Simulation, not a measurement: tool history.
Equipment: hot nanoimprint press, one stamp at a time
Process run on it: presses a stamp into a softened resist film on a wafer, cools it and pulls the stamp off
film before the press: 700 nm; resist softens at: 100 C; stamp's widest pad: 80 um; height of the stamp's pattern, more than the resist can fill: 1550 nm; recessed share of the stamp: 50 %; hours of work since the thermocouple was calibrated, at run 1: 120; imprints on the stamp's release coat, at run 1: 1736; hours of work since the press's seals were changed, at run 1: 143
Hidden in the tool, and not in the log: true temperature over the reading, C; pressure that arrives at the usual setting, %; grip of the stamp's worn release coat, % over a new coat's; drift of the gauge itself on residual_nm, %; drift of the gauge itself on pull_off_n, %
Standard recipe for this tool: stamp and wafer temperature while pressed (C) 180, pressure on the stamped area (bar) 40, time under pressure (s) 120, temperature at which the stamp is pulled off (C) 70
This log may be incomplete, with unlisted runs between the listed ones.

run     day  stamp and wafer temperature while pressed (C)  pressure on the stamped area (bar)  time under pressure (s)  temperature at which the stamp is pulled off (C)  hours of work since the thermocouple was calibrated  imprints on the stamp's release coat  hours of work since the press's seals were changed  resist left under the stamp's widest pad (angstrom)  greatest force while the stamp is pulled off (N)
  1       0                                            180                                  40                      120                                                70                                                  120                                  1736                                                 143                                                 3204                                               240
  2   1.717                                            180                                  40                      120                                                70                                                  141                                  1840                                                 164                                                 3177                                               243
      2.733  -- stamp cleaned and given a new release coat
  3   3.479                                            180                                  40                      120                                                70                                                  159                                    45                                                 183                                                 3179                                               131
  4   4.917                                            180                                  40                      120                                                70                                                  177                                   133                                                 200                                                 3178                                               139
  5   6.042                                            180                                  40                      120                                                70                                                  190                                   201                                                 214                                                 3219                                               140
  6   7.329                                            180                                  40                      120                                                71                                                  206                                   279                                                 230                                                 3218                                               143
  7   8.946                                            180                                  40                      120                                                71                                                  226                                   378                                                 249                                                 3222                                               149
  8  10.617                                            180                                47.4                      120                                                71                                                  246                                   479                                                 270                                                 3026                                               154
  9  12.004                                            180                                47.4                      120                                                71                                                  263                                   563                                                 287                                                 3041                                               153
 10    13.9                                            180                                47.4                      120                                                71                                                  286                                   678                                                 310                                                 3044                                               165
 11  15.104                                            180                                35.8                      120                                                70                                                  301                                   751                                                 324                                                 3375                                               169
 12  15.929                                            180                                35.8                      120                                                70                                                  311                                   801                                                 334                                                 3400                                               176
 13  17.583                                            180                                  40                      120                                                70                                                  331                                   902                                                 355                                                 3261                                               181
 14  19.379                                            180                                39.5                      120                                                70                                                  353                                  1011                                                 377                                                 3286                                               191
 15  20.883                                            180                                33.7                      120                                                70                                                  371                                  1102                                                 395                                                 3505                                               195
 16  21.962                                            186                                29.1                      112                                                55                                                  384                                  1168                                                 408                                                 3268                                               222
 17  23.412                                            186                                29.1                      234                                                55                                                  402                                  1256                                                 426                                                 2417                                               236
 18  25.217                                            173                                29.1                      226                                                67                                                  424                                  1365                                                 448                                                 3564                                               226
 19  26.496                                            173                                29.1                      226                                                67                                                  440                                  1443                                                 463                                                 3595                                               221
 20   27.65                                            180                                  40                      120                                                62                                                  454                                  1513                                                 477                                                 3332                                               236
 21  28.533                                            180                                  40                      120                                                76                                                  465                                  1567                                                 488                                                 3322                                               214
 22  29.929                                            180                                  40                      120                                                73                                                  482                                  1651                                                 505                                                 3363                                               222
 23  30.779                                            183                                  40                      120                                                73                                                  492                                  1703                                                 516                                                 3089                                               232
 24  32.512                                            190                                  40                       98                                                70                                                  513                                  1808                                                 537                                                 2783                                               238
     33.933  -- stamp cleaned and given a new release coat
 25  34.146                                            173                                53.9                      208                                                78                                                  530                                    13                                                 554                                                 2967                                               120
 26  35.554                                            180                                  40                      165                                                70                                                  547                                    99                                                 571                                                 2977                                               131
     36.412  -- press's hydraulic seals changed and the load cell set to zero
 27  37.188                                            180                                58.4                      120                                                70                                                  563                                   178                                                   9                                                 2841                                               138
 28  38.108                                            189                                57.5                      175                                                69                                                  574                                   234                                                  21                                                 1866                                               146
 29  39.238                                            189                                57.5                      175                                                69                                                  588                                   302                                                  34                                                 1870                                               148
     39.517  -- plate thermocouple calibrated
 30  40.412                                            191                                  40                      240                                                77                                                   11                                   366                                                  47                                                 1670                                               140

What if the next run were any one of these 3? Each begins from the tool's condition after run 30:
  A  41.262                                            191                                  40                      162                                                77                                                   21                                   417                                                  58                                                    ?                                                 ?
  B  41.262                                            180                                  40                      232                                                65                                                   21                                   417                                                  58                                                    ?                                                 ?
  C  41.262                                            191                                  40                      122                                                76                                                   21                                   417                                                  58                                                    ?                                                 ?

run  resist left under the stamp's widest pad (angstrom)  greatest force while the stamp is pulled off (N)
  A                                                 2002                                               139
  B                                                 2363                                               158
  C                                                 2272                                               145
Without the tool's unlogged condition, the same runs would have read:
run  resist left under the stamp's widest pad (angstrom)  greatest force while the stamp is pulled off (N)
  A                                                 1998                                               118
  B                                                 2358                                               134
  C                                                 2266                                               123

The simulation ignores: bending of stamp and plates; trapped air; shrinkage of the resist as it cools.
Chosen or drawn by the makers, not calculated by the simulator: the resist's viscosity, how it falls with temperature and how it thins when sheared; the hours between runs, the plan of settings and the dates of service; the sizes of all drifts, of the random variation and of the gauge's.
